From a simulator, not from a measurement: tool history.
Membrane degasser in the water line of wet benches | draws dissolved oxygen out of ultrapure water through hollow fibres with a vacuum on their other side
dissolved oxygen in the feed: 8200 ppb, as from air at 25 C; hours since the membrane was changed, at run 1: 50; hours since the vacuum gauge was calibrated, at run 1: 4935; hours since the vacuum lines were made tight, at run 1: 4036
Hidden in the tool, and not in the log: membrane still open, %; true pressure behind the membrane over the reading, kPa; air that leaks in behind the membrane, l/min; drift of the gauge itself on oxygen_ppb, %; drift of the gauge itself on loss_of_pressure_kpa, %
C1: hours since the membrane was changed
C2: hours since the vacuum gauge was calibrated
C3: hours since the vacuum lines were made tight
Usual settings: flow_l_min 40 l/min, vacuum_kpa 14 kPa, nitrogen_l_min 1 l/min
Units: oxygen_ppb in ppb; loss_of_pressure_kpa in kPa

run 1 hour=0 | flow_l_min=40 vacuum_kpa=14 nitrogen_l_min=1 | C1=50 C2=4935 C3=4036 | oxygen_ppb=828 loss_of_pressure_kpa=55.3
run 2 hour=173.3 | flow_l_min=40 vacuum_kpa=14 nitrogen_l_min=1 | C1=224 C2=5108 C3=4209 | oxygen_ppb=827.6 loss_of_pressure_kpa=55.11
run 3 hour=315.3 | flow_l_min=40 vacuum_kpa=14 nitrogen_l_min=1 | C1=366 C2=5250 C3=4351 | oxygen_ppb=828.3 loss_of_pressure_kpa=55.14
run 4 hour=390.5 | flow_l_min=40 vacuum_kpa=23.2 nitrogen_l_min=1 | C1=441 C2=5325 C3=4426 | oxygen_ppb=1410.9 loss_of_pressure_kpa=55.17
run 5 hour=504.9 | flow_l_min=40 vacuum_kpa=23.2 nitrogen_l_min=1 | C1=555 C2=5439 C3=4540 | oxygen_ppb=1409.8 loss_of_pressure_kpa=55.67
-- hour=561.5 vacuum gauge calibrated
run 6 hour=612.5 | flow_l_min=62 vacuum_kpa=23.2 nitrogen_l_min=1 | C1=662 C2=51 C3=4648 | oxygen_ppb=1918.3 loss_of_pressure_kpa=85.81
run 7 hour=734.8 | flow_l_min=62 vacuum_kpa=23.2 nitrogen_l_min=1 | C1=784 C2=173 C3=4770 | oxygen_ppb=1918.2 loss_of_pressure_kpa=85.59
run 8 hour=862.3 | flow_l_min=62 vacuum_kpa=23.2 nitrogen_l_min=1 | C1=912 C2=301 C3=4897 | oxygen_ppb=1911.7 loss_of_pressure_kpa=85.96
run 9 hour=947.4 | flow_l_min=62 vacuum_kpa=23.2 nitrogen_l_min=1 | C1=997 C2=386 C3=4982 | oxygen_ppb=1925.9 loss_of_pressure_kpa=85.79
run 10 hour=1022.3 | flow_l_min=62 vacuum_kpa=23.2 nitrogen_l_min=1 | C1=1072 C2=461 C3=5057 | oxygen_ppb=1913.8 loss_of_pressure_kpa=86.01
run 11 hour=1119.8 | flow_l_min=62 vacuum_kpa=23.2 nitrogen_l_min=1 | C1=1170 C2=558 C3=5155 | oxygen_ppb=1910.7 loss_of_pressure_kpa=85.78
run 12 hour=1267.5 | flow_l_min=40 vacuum_kpa=14 nitrogen_l_min=1.94 | C1=1317 C2=706 C3=5303 | oxygen_ppb=505.7 loss_of_pressure_kpa=55.34
run 13 hour=1432 | flow_l_min=40 vacuum_kpa=14 nitrogen_l_min=1 | C1=1482 C2=870 C3=5467 | oxygen_ppb=829.5 loss_of_pressure_kpa=55.24
run 14 hour=1592 | flow_l_min=40 vacuum_kpa=14 nitrogen_l_min=1 | C1=1642 C2=1030 C3=5627 | oxygen_ppb=829.7 loss_of_pressure_kpa=55.41
run 15 hour=1761.2 | flow_l_min=40 vacuum_kpa=14 nitrogen_l_min=1 | C1=1811 C2=1200 C3=5796 | oxygen_ppb=831.2 loss_of_pressure_kpa=55.11
run 16 hour=1923.3 | flow_l_min=40 vacuum_kpa=14 nitrogen_l_min=1 | C1=1973 C2=1362 C3=5958 | oxygen_ppb=828.5 loss_of_pressure_kpa=55.68
run 17 hour=2007.4 | flow_l_min=40 vacuum_kpa=14 nitrogen_l_min=1 | C1=2057 C2=1446 C3=6042 | oxygen_ppb=827.5 loss_of_pressure_kpa=55.45
run 18 hour=2087.7 | flow_l_min=36 vacuum_kpa=14 nitrogen_l_min=1.47 | C1=2137 C2=1526 C3=6123 | oxygen_ppb=567.5 loss_of_pressure_kpa=49.84
run 19 hour=2207.6 | flow_l_min=36 vacuum_kpa=14 nitrogen_l_min=1.47 | C1=2257 C2=1646 C3=6243 | oxygen_ppb=568 loss_of_pressure_kpa=49.88
run 20 hour=2301.4 | flow_l_min=42 vacuum_kpa=27.7 nitrogen_l_min=1 | C1=2351 C2=1740 C3=6336 | oxygen_ppb=1718.1 loss_of_pressure_kpa=58.13
-- hour=2315 seals of the vacuum lines changed
run 21 hour=2422.5 | flow_l_min=51 vacuum_kpa=33.6 nitrogen_l_min=0.43 | C1=2470 C2=1859 C3=107 | oxygen_ppb=3610.7 loss_of_pressure_kpa=70.78
run 22 hour=2568.7 | flow_l_min=53 vacuum_kpa=14 nitrogen_l_min=1.32 | C1=2616 C2=2005 C3=254 | oxygen_ppb=859.4 loss_of_pressure_kpa=73.18
run 23 hour=2710.3 | flow_l_min=41 vacuum_kpa=14 nitrogen_l_min=1.78 | C1=2758 C2=2147 C3=395 | oxygen_ppb=550.7 loss_of_pressure_kpa=56.88
run 24 hour=2874.6 | flow_l_min=41 vacuum_kpa=14 nitrogen_l_min=1.78 | C1=2922 C2=2311 C3=560 | oxygen_ppb=550.9 loss_of_pressure_kpa=56.87
run 25 hour=2963.3 | flow_l_min=41 vacuum_kpa=14 nitrogen_l_min=1.78 | C1=3011 C2=2400 C3=648 | oxygen_ppb=550.3 loss_of_pressure_kpa=56.71
run 26 hour=3120.9 | flow_l_min=35 vacuum_kpa=14 nitrogen_l_min=0.92 | C1=3169 C2=2557 C3=806 | oxygen_ppb=788 loss_of_pressure_kpa=48.25
run 27 hour=3208.9 | flow_l_min=35 vacuum_kpa=14 nitrogen_l_min=0.92 | C1=3257 C2=2645 C3=894 | oxygen_ppb=789.1 loss_of_pressure_kpa=48.2
run 28 hour=3380.1 | flow_l_min=40 vacuum_kpa=34.1 nitrogen_l_min=2.09 | C1=3428 C2=2817 C3=1065 | oxygen_ppb=1186.6 loss_of_pressure_kpa=55.44
run 29 hour=3527.2 | flow_l_min=40 vacuum_kpa=34.1 nitrogen_l_min=2.09 | C1=3575 C2=2964 C3=1212 | oxygen_ppb=1185 loss_of_pressure_kpa=55.16
run 30 hour=3665.4 | flow_l_min=40 vacuum_kpa=34.1 nitrogen_l_min=2.09 | C1=3713 C2=3102 C3=1350 | oxygen_ppb=1185.1 loss_of_pressure_kpa=55.29
run 31 hour=3735.9 | flow_l_min=59 vacuum_kpa=9.3 nitrogen_l_min=0.57 | C1=3784 C2=3172 C3=1421 | oxygen_ppb=969.9 loss_of_pressure_kpa=81.37

Forecast each of these 4 alternatives for the next run:
run A hour=3860.5 | flow_l_min=28 vacuum_kpa=9.3 nitrogen_l_min=0.47 | C1=3908 C2=3297 C3=1545 | oxygen_ppb=? loss_of_pressure_kpa=?
run B hour=3860.5 | flow_l_min=27 vacuum_kpa=12.5 nitrogen_l_min=0.57 | C1=3908 C2=3297 C3=1545 | oxygen_ppb=? loss_of_pressure_kpa=?
run C hour=3860.5 | flow_l_min=30 vacuum_kpa=8.4 nitrogen_l_min=1 | C1=3908 C2=3297 C3=1545 | oxygen_ppb=? loss_of_pressure_kpa=?
run D hour=3860.5 | flow_l_min=62 vacuum_kpa=14 nitrogen_l_min=0.69 | C1=3908 C2=3297 C3=1545 | oxygen_ppb=? loss_of_pressure_kpa=?

run=A oxygen_ppb=635.9 loss_of_pressure_kpa=38.64
run=B oxygen_ppb=800.4 loss_of_pressure_kpa=37.32
run=C oxygen_ppb=334 loss_of_pressure_kpa=41.73
run=D oxygen_ppb=1446.9 loss_of_pressure_kpa=85.29
Without the tool's hidden state the same runs would have given:
run=A oxygen_ppb=635.7 loss_of_pressure_kpa=38.62
run=B oxygen_ppb=800.3 loss_of_pressure_kpa=37.31
run=C oxygen_ppb=333.9 loss_of_pressure_kpa=41.71
run=D oxygen_ppb=1446.7 loss_of_pressure_kpa=85.24
